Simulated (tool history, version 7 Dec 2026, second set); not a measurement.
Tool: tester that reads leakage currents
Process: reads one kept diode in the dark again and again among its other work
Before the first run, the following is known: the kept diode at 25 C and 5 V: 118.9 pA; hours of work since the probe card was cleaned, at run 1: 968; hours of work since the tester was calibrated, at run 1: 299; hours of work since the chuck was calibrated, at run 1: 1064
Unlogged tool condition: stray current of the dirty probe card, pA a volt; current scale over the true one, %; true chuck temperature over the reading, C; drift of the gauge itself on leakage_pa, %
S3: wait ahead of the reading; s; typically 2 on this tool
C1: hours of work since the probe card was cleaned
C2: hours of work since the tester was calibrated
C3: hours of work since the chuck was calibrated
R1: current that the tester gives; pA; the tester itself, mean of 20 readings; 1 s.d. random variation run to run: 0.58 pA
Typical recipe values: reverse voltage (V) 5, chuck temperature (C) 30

{"run": 1, "hour": 0.0, "reverse voltage (V)": 5, "chuck temperature (C)": 30, "S3": 2, "C1": 968, "C2": 299, "C3": 1064, "R1": 192.49}
{"run": 2, "hour": 73.5, "reverse voltage (V)": 5, "chuck temperature (C)": 30, "S3": 2, "C1": 1023, "C2": 354, "C3": 1119, "R1": 192.39}
{"run": 3, "hour": 124.1, "reverse voltage (V)": 5, "chuck temperature (C)": 30, "S3": 2, "C1": 1061, "C2": 392, "C3": 1156, "R1": 190.89}
{"run": 4, "hour": 170.2, "reverse voltage (V)": 5, "chuck temperature (C)": 30, "S3": 2, "C1": 1095, "C2": 426, "C3": 1191, "R1": 192.7}
{"hour": 240.3, "done": "chuck's temperature calibrated"}
{"run": 5, "hour": 254.5, "reverse voltage (V)": 5, "chuck temperature (C)": 30, "S3": 2, "C1": 1156, "C2": 487, "C3": 11, "R1": 191.85}
{"run": 6, "hour": 304.3, "reverse voltage (V)": 5, "chuck temperature (C)": 30, "S3": 4.85, "C1": 1193, "C2": 524, "C3": 48, "R1": 191.83}
{"run": 7, "hour": 394.7, "reverse voltage (V)": 5, "chuck temperature (C)": 30, "S3": 2, "C1": 1260, "C2": 591, "C3": 115, "R1": 191.95}
{"run": 8, "hour": 445.6, "reverse voltage (V)": 5, "chuck temperature (C)": 30, "S3": 2, "C1": 1298, "C2": 629, "C3": 153, "R1": 191.48}
{"run": 9, "hour": 521.5, "reverse voltage (V)": 5, "chuck temperature (C)": 30, "S3": 2, "C1": 1355, "C2": 686, "C3": 209, "R1": 191.09}
{"run": 10, "hour": 596.9, "reverse voltage (V)": 5, "chuck temperature (C)": 47, "S3": 2, "C1": 1411, "C2": 742, "C3": 265, "R1": 856.68}
{"run": 11, "hour": 677.0, "reverse voltage (V)": 2.77, "chuck temperature (C)": 25, "S3": 0.96, "C1": 1470, "C2": 801, "C3": 325, "R1": 90.13}
{"run": 12, "hour": 729.1, "reverse voltage (V)": 8.64, "chuck temperature (C)": 25, "S3": 0.51, "C1": 1509, "C2": 840, "C3": 363, "R1": 157.13}
{"run": 13, "hour": 782.9, "reverse voltage (V)": 8.64, "chuck temperature (C)": 25, "S3": 0.51, "C1": 1549, "C2": 880, "C3": 403, "R1": 157.65}
{"run": 14, "hour": 827.0, "reverse voltage (V)": 8.64, "chuck temperature (C)": 25, "S3": 0.51, "C1": 1582, "C2": 913, "C3": 436, "R1": 158.41}
{"run": 15, "hour": 901.1, "reverse voltage (V)": 2.31, "chuck temperature (C)": 41, "S3": 6, "C1": 1637, "C2": 968, "C3": 491, "R1": 357.31}
{"run": 16, "hour": 968.1, "reverse voltage (V)": 2.31, "chuck temperature (C)": 41, "S3": 6, "C1": 1687, "C2": 1018, "C3": 541, "R1": 357.79}
{"run": 17, "hour": 1029.8, "reverse voltage (V)": 18.44, "chuck temperature (C)": 54, "S3": 2, "C1": 1733, "C2": 1064, "C3": 587, "R1": 2829.27}
{"run": 18, "hour": 1102.0, "reverse voltage (V)": 18.44, "chuck temperature (C)": 54, "S3": 2, "C1": 1786, "C2": 1117, "C3": 641, "R1": 2822.16}
{"run": 19, "hour": 1141.9, "reverse voltage (V)": 18.39, "chuck temperature (C)": 58, "S3": 5.5, "C1": 1816, "C2": 1147, "C3": 670, "R1": 3866.09}

Below are 3 alternative next runs, each starting from the tool's condition after run 19. Predict each:
{"run": "A", "hour": 1217.4, "reverse voltage (V)": 2.76, "chuck temperature (C)": 26, "S3": 1.25, "C1": 1872, "C2": 1203, "C3": 726, "R1": "?"}
{"run": "B", "hour": 1217.4, "reverse voltage (V)": 1.05, "chuck temperature (C)": 30, "S3": 2, "C1": 1872, "C2": 1203, "C3": 726, "R1": "?"}
{"run": "C", "hour": 1217.4, "reverse voltage (V)": 18.39, "chuck temperature (C)": 58, "S3": 2.3, "C1": 1872, "C2": 1203, "C3": 726, "R1": "?"}

run=A R1=98.89
run=B R1=91.52
run=C R1=3853.84
With the hidden condition removed and each run's random variation left untouched, the same runs would have given:
run=A R1=98.8
run=B R1=91.46
run=C R1=3851.74
